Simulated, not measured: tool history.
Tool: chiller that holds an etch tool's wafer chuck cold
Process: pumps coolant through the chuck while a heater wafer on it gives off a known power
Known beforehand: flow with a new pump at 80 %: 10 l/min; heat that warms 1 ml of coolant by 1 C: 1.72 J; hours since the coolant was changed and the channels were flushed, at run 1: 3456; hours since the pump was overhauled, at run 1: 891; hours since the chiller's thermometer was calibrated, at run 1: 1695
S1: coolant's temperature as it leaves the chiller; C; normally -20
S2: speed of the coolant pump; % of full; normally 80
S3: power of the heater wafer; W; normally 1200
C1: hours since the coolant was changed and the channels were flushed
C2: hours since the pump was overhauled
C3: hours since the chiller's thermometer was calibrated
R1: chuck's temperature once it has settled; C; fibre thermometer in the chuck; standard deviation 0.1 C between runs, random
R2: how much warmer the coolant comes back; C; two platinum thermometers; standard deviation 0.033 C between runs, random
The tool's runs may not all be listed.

{"run": 1, "hour": 0.0, "S1": -20, "S2": 80, "S3": 1200, "C1": 3456, "C2": 891, "C3": 1695, "R1": -7.7, "R2": 4.31}
{"run": 2, "hour": 57.8, "S1": -20, "S2": 80, "S3": 1200, "C1": 3514, "C2": 949, "C3": 1753, "R1": -7.6, "R2": 4.33}
{"run": 3, "hour": 125.4, "S1": -20, "S2": 80, "S3": 1200, "C1": 3582, "C2": 1017, "C3": 1820, "R1": -7.5, "R2": 4.35}
{"run": 4, "hour": 159.9, "S1": -20, "S2": 80, "S3": 1200, "C1": 3616, "C2": 1051, "C3": 1855, "R1": -7.7, "R2": 4.26}
{"run": 5, "hour": 224.8, "S1": -20, "S2": 80, "S3": 1200, "C1": 3681, "C2": 1116, "C3": 1920, "R1": -7.4, "R2": 4.3}
{"run": 6, "hour": 271.1, "S1": -20, "S2": 80, "S3": 1200, "C1": 3727, "C2": 1162, "C3": 1966, "R1": -7.1, "R2": 4.33}
{"run": 7, "hour": 304.6, "S1": -20, "S2": 93, "S3": 1200, "C1": 3761, "C2": 1196, "C3": 2000, "R1": -8.6, "R2": 3.64}
{"run": 8, "hour": 337.2, "S1": -20, "S2": 93, "S3": 1200, "C1": 3793, "C2": 1229, "C3": 2032, "R1": -8.6, "R2": 3.66}
{"run": 9, "hour": 368.5, "S1": -20, "S2": 93, "S3": 1200, "C1": 3825, "C2": 1260, "C3": 2064, "R1": -8.6, "R2": 3.65}
{"hour": 373.6, "done": "chiller's thermometer calibrated"}
{"run": 10, "hour": 429.7, "S1": -20, "S2": 93, "S3": 1200, "C1": 3885, "C2": 1320, "C3": 56, "R1": -8.5, "R2": 3.65}
{"run": 11, "hour": 473.8, "S1": -20, "S2": 63, "S3": 1200, "C1": 3929, "C2": 1364, "C3": 100, "R1": -4.5, "R2": 5.64}
{"run": 12, "hour": 529.0, "S1": -20, "S2": 63, "S3": 1200, "C1": 3984, "C2": 1419, "C3": 155, "R1": -4.4, "R2": 5.73}
{"run": 13, "hour": 559.3, "S1": -23, "S2": 94, "S3": 1687, "C1": 4015, "C2": 1450, "C3": 186, "R1": -7.1, "R2": 5.08}
{"hour": 585.1, "done": "coolant changed, channels flushed"}
{"run": 14, "hour": 626.8, "S1": -20, "S2": 69, "S3": 1352, "C1": 42, "C2": 1511, "C3": 247, "R1": -5.9, "R2": 5.74}
{"run": 15, "hour": 690.5, "S1": -20, "S2": 69, "S3": 1352, "C1": 105, "C2": 1575, "C3": 311, "R1": -6, "R2": 5.85}
{"hour": 707.3, "done": "chiller's thermometer calibrated, once more"}
{"run": 16, "hour": 756.1, "S1": -23, "S2": 69, "S3": 864, "C1": 170, "C2": 1639, "C3": 49, "R1": -14.6, "R2": 3.75}
{"run": 17, "hour": 815.1, "S1": -12, "S2": 69, "S3": 1608, "C1": 229, "C2": 1698, "C3": 108, "R1": 3.8, "R2": 7.02}
{"run": 18, "hour": 853.7, "S1": -12, "S2": 81, "S3": 694, "C1": 268, "C2": 1737, "C3": 146, "R1": -6, "R2": 2.53}
{"run": 19, "hour": 896.0, "S1": -12, "S2": 81, "S3": 694, "C1": 310, "C2": 1779, "C3": 189, "R1": -5.9, "R2": 2.49}
{"run": 20, "hour": 942.0, "S1": -12, "S2": 97, "S3": 732, "C1": 356, "C2": 1825, "C3": 235, "R1": -6.3, "R2": 2.13}
{"run": 21, "hour": 976.5, "S1": -20, "S2": 94, "S3": 1605, "C1": 390, "C2": 1860, "C3": 269, "R1": -7.4, "R2": 4.9}
{"run": 22, "hour": 1042.5, "S1": -20, "S2": 94, "S3": 1605, "C1": 456, "C2": 1926, "C3": 335, "R1": -7.3, "R2": 5.01}
{"run": 23, "hour": 1079.1, "S1": -20, "S2": 94, "S3": 1605, "C1": 493, "C2": 1962, "C3": 372, "R1": -7.3, "R2": 4.88}
{"run": 24, "hour": 1135.9, "S1": -20, "S2": 93, "S3": 871, "C1": 550, "C2": 2019, "C3": 429, "R1": -12.9, "R2": 2.69}

Alternative continuations, all from the tool just after run 24; predict every row:
{"run": "A", "hour": 1197.3, "S1": -22, "S2": 80, "S3": 702, "C1": 611, "C2": 2081, "C3": 490, "R1": "?", "R2": "?"}
{"run": "B", "hour": 1197.3, "S1": -30, "S2": 90, "S3": 1200, "C1": 611, "C2": 2081, "C3": 490, "R1": "?", "R2": "?"}
{"run": "C", "hour": 1197.3, "S1": -20, "S2": 93, "S3": 871, "C1": 611, "C2": 2081, "C3": 490, "R1": "?", "R2": "?"}
{"run": "D", "hour": 1197.3, "S1": -21, "S2": 93, "S3": 871, "C1": 611, "C2": 2081, "C3": 490, "R1": "?", "R2": "?"}
{"run": "E", "hour": 1197.3, "S1": -25, "S2": 63, "S3": 1032, "C1": 611, "C2": 2081, "C3": 490, "R1": "?", "R2": "?"}

run=A R1=-15.7 R2=2.61
run=B R1=-20.1 R2=3.91
run=C R1=-12.9 R2=2.74
run=D R1=-14.1 R2=2.75
run=E R1=-13.7 R2=5
Stripped of hidden state, with their random variation kept, the same runs would have yielded:
run=A R1=-16.2 R2=2.47
run=B R1=-20.8 R2=3.69
run=C R1=-13.5 R2=2.59
run=D R1=-14.6 R2=2.6
run=E R1=-14.5 R2=4.72
